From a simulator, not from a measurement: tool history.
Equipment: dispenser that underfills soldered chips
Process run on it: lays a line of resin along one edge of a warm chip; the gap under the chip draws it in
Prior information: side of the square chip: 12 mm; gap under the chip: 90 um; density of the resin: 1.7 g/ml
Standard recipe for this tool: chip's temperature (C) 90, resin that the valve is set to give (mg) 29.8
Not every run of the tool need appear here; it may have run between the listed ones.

run,day,chip's temperature (C),resin that the valve is set to give (mg),time until the resin shows at the far edge (s),resin that the valve gave (mg)
1,0,90,29.8,178.4,29.62
# day 0.029: new syringe of resin
2,0.125,90,29.8,98.5,29.33
3,0.325,90,29.8,125.4,29.36
4,0.475,90,29.8,155.8,29.47
# day 0.575: new syringe of resin
5,0.6,90,29.8,89.5,29.3
6,0.717,90,29.8,104.8,29.2
7,0.946,90,29.8,142.6,29.3
8,1.104,90,35.4,168,34.85
# day 1.133: new syringe of resin
9,1.296,90,35.4,105.4,34.71
10,1.558,89,35.4,156.4,34.41
# day 1.692: new syringe of resin
11,1.767,89,35.4,98.7,34.65
12,1.942,90,31.7,118.8,30.8
13,2.104,90,31.7,146.6,30.79
# day 2.238: new syringe of resin
14,2.238,90,31.7,85.7,30.62
15,2.467,90,30,119.8,28.99
16,2.629,90,30,146.6,28.99
# day 2.783: new syringe of resin
17,2.829,90,30,91.1,28.97
18,3.008,90,30,111.1,28.86
19,3.142,77,36.2,225,34.59
# day 3.329: new syringe of resin
20,3.346,95,30,71.1,28.95
21,3.583,96,29.5,94.2,28.17
22,3.783,87,29.5,176.2,28.16
# day 3.888: new syringe of resin
23,4.012,84,29.3,137.2,27.74
24,4.246,82,34,191.3,32.08
# day 4.446: new syringe of resin
25,4.45,78,26.8,151.8,25.32
26,4.588,78,26.8,183.9,25.44
27,4.729,94,35.7,104.7,33.72
28,4.967,101,28.8,113.8,27.34
# day 5.004: new syringe of resin
29,5.175,101,28.8,71.3,27.11
# day 5.254: dispensing valve cleaned and set on the balance
30,5.479,95,28.5,128.1,28.64
# day 5.592: new syringe of resin
31,5.604,95,28.5,71.7,28.51
32,5.821,95,28.5,96.7,28.61
33,5.962,95,28.5,115.4,28.49
# day 6.15: new syringe of resin
34,6.238,90,28.4,98.3,28.25
35,6.383,90,28.4,119.7,28.32
36,6.512,84,38.2,171.8,37.75

Measured result minus the same run's result without the hidden state. Both carry the same run-to-run variation, though not necessarily the same gauge scatter:
Hidden state present: resin's viscosity, % of fresh resin's; dose that the valve gives, % of what is set; true chip temperature over the reading, C; drift of the gauge itself on fill_s, %; drift of the gauge itself on given_mg, %.
run,time until the resin shows at the far edge (s),resin that the valve gave (mg)
1,+87,-0.35
2,+6.8,-0.38
3,+36.1,-0.43
4,+63.9,-0.47
5,+0.3,-0.48
6,+15.1,-0.52
7,+52.2,-0.57
8,+80.6,-0.73
9,+18,-0.78
10,+64.2,-0.85
11,+6.1,-0.91
12,+30.4,-0.85
13,+58.7,-0.9
14,-2.7,-0.93
15,+28.7,-0.93
16,+56.1,-0.98
17,+0.4,-1.04
18,+23.5,-1.08
19,+74.6,-1.33
20,-1.4,-1.17
21,+23.7,-1.18
22,+74.8,-1.25
23,+18.2,-1.29
24,+68.2,-1.55
25,-3.4,-1.27
26,+27,-1.31
27,+29.7,-1.78
28,+54.7,-1.51
29,+13.2,-1.55
30,+51.9,+0
31,-2,-0.03
32,+21.5,-0.08
33,+40.9,-0.11
34,+6.9,-0.17
35,+27.8,-0.21
36,+59.7,-0.31

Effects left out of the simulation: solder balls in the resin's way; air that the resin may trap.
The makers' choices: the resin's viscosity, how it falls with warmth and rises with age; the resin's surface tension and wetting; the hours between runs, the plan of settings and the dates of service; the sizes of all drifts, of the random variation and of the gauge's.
